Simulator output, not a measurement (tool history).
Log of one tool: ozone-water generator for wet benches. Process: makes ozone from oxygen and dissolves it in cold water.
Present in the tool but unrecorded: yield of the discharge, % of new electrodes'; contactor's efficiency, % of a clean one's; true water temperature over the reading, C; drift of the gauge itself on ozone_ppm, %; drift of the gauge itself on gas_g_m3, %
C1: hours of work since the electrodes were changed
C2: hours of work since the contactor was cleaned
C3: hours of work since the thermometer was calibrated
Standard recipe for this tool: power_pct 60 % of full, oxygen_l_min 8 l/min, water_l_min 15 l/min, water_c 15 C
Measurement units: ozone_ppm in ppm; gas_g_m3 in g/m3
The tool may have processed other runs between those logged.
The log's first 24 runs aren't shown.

Run 25, hour 900.3: usual settings but water_c 11 C; C1 1636; C2 5073; C3 469. Result: ozone_ppm 39.2 ppm, gas_g_m3 206.1 g/m3.
Run 26, hour 947: usual settings but oxygen_l_min 12.99 l/min; C1 1670; C2 5106; C3 502. Result: ozone_ppm 32.1 ppm, gas_g_m3 154 g/m3.
Run 27, hour 974.2: usual settings but oxygen_l_min 12.99 l/min; C1 1689; C2 5125; C3 521. Result: ozone_ppm 32.5 ppm, gas_g_m3 156.2 g/m3.
Run 28, hour 1010.6: usual settings but water_c 21 C; C1 1715; C2 5151; C3 547. Result: ozone_ppm 32.5 ppm, gas_g_m3 204.2 g/m3.
Run 29, hour 1055.8: usual settings but oxygen_l_min 5.67 l/min, water_l_min 12 l/min, water_c 19 C; C1 1747; C2 5183; C3 579. Result: ozone_ppm 40.9 ppm, gas_g_m3 252.1 g/m3.
Run 30, hour 1099.2: usual settings but water_l_min 12 l/min; C1 1778; C2 5214; C3 610. Result: ozone_ppm 42.3 ppm, gas_g_m3 203.8 g/m3.
Run 31, hour 1151.2: usual settings but water_l_min 12 l/min; C1 1814; C2 5251; C3 647. Result: ozone_ppm 41.4 ppm, gas_g_m3 202.7 g/m3.
Run 32, hour 1197.5: usual settings but water_l_min 12 l/min; C1 1847; C2 5284; C3 680. Result: ozone_ppm 41.3 ppm, gas_g_m3 203.9 g/m3.

What if the next run were any one of these 5? Each begins from the tool's condition after run 32:
Run A, hour 1241.5: usual settings but oxygen_l_min 13.54 l/min, water_l_min 24 l/min; C1 1878; C2 5315; C3 711. Result: ozone_ppm ?, gas_g_m3 ?.
Run B, hour 1241.5: usual settings but power_pct 47 % of full, oxygen_l_min 8.29 l/min, water_c 12 C; C1 1878; C2 5315; C3 711. Result: ozone_ppm ?, gas_g_m3 ?.
Run C, hour 1241.5: usual settings but water_l_min 14 l/min; C1 1878; C2 5315; C3 711. Result: ozone_ppm ?, gas_g_m3 ?.
Run D, hour 1241.5: usual settings but power_pct 57 % of full, water_l_min 12 l/min; C1 1878; C2 5315; C3 711. Result: ozone_ppm ?, gas_g_m3 ?.
Run E, hour 1241.5: usual settings but power_pct 65 % of full, oxygen_l_min 9.69 l/min, water_c 14 C; C1 1878; C2 5315; C3 711. Result: ozone_ppm ?, gas_g_m3 ?.

run  ozone_ppm  gas_g_m3
  A       23.3     150.2
  B       31.8     169.4
  C       38.4     204.1
  D       40.3     195.5
  E       37.3       193
Had the tool no hidden state, the same runs would have come out as:
run  ozone_ppm  gas_g_m3
  A       23.3     152.6
  B       31.8       172
  C       38.4     207.3
  D       40.4     198.6
  E       37.4       196
